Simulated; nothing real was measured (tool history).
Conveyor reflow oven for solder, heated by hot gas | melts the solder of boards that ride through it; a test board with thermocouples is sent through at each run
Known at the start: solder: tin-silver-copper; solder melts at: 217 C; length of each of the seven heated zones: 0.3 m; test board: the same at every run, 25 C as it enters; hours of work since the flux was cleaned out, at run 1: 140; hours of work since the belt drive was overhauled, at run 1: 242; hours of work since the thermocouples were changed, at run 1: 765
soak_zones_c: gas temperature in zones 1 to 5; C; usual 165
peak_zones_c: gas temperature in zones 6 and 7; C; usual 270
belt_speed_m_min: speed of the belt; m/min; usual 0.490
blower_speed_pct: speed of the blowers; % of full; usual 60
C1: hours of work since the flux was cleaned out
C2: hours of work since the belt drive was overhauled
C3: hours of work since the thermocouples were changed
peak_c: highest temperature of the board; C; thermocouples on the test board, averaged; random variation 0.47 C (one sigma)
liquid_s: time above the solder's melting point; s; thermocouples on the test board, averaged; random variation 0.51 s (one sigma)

Run 1, day 0.000: usual settings; C1 140; C2 242; C3 765. Result: peak_c 244.6 C, liquid_s 45.2 s.
Run 2, day 1.762: usual settings but belt_speed_m_min 0.406 m/min; C1 169; C2 272; C3 794. Result: peak_c 251.9 C, liquid_s 63.4 s.
Run 3, day 4.717: usual settings but belt_speed_m_min 0.475 m/min; C1 218; C2 321; C3 843. Result: peak_c 245.3 C, liquid_s 47.0 s.
Run 4, day 7.333: usual settings; C1 262; C2 365; C3 887. Result: peak_c 244.1 C, liquid_s 43.4 s.
At day 9.338: thermocouples of zones 6 and 7 changed.
Run 5, day 10.183: usual settings; C1 308; C2 411; C3 14. Result: peak_c 246.7 C, liquid_s 45.5 s.
At day 10.579: belt drive overhauled, speed set with a stopwatch.
Run 6, day 13.529: usual settings; C1 361; C2 49; C3 67. Result: peak_c 245.2 C, liquid_s 45.7 s.
Run 7, day 16.408: usual settings; C1 409; C2 97; C3 115. Result: peak_c 246.1 C, liquid_s 45.0 s.
Run 8, day 18.625: usual settings but peak_zones_c 282 C, belt_speed_m_min 0.459 m/min, blower_speed_pct 71 % of full; C1 446; C2 134; C3 152. Result: peak_c 261.1 C, liquid_s 61.9 s.
At day 20.633: flux residue cleaned out of gas plates and filters.
Run 9, day 21.017: usual settings but blower_speed_pct 83 % of full; C1 6; C2 171; C3 189. Result: peak_c 254.4 C, liquid_s 54.6 s.
Run 10, day 22.846: usual settings but blower_speed_pct 54 % of full; C1 37; C2 201; C3 219. Result: peak_c 244.8 C, liquid_s 43.9 s.

Forecast each of these 4 alternatives for the next run:
At day 23.696: belt drive overhauled, speed set with a stopwatch, once more.
Run A, day 26.442: usual settings but soak_zones_c 177 C, belt_speed_m_min 0.436 m/min, blower_speed_pct 77 % of full; C1 94; C2 46; C3 277. Result: peak_c ?, liquid_s ?.
At day 23.696: belt drive overhauled, speed set with a stopwatch, once more.
Run B, day 26.442: usual settings but soak_zones_c 161 C, belt_speed_m_min 0.589 m/min, blower_speed_pct 54 % of full; C1 94; C2 46; C3 277. Result: peak_c ?, liquid_s ?.
At day 23.696: belt drive overhauled, speed set with a stopwatch, once more.
Run C, day 26.442: usual settings but soak_zones_c 167 C, peak_zones_c 271 C; C1 94; C2 46; C3 277. Result: peak_c ?, liquid_s ?.
At day 23.696: belt drive overhauled, speed set with a stopwatch, once more.
Run D, day 26.442: usual settings but soak_zones_c 172 C, blower_speed_pct 59 % of full; C1 94; C2 46; C3 277. Result: peak_c ?, liquid_s ?.

run  peak_c  liquid_s
  A   256.7      67.8
  B   234.6      24.8
  C   247.0      47.5
  D   247.9      48.8
Without the tool's hidden state the same runs would have given:
run  peak_c  liquid_s
  A   258.2      68.7
  B   236.1      26.5
  C   248.5      48.8
  D   249.4      50.1
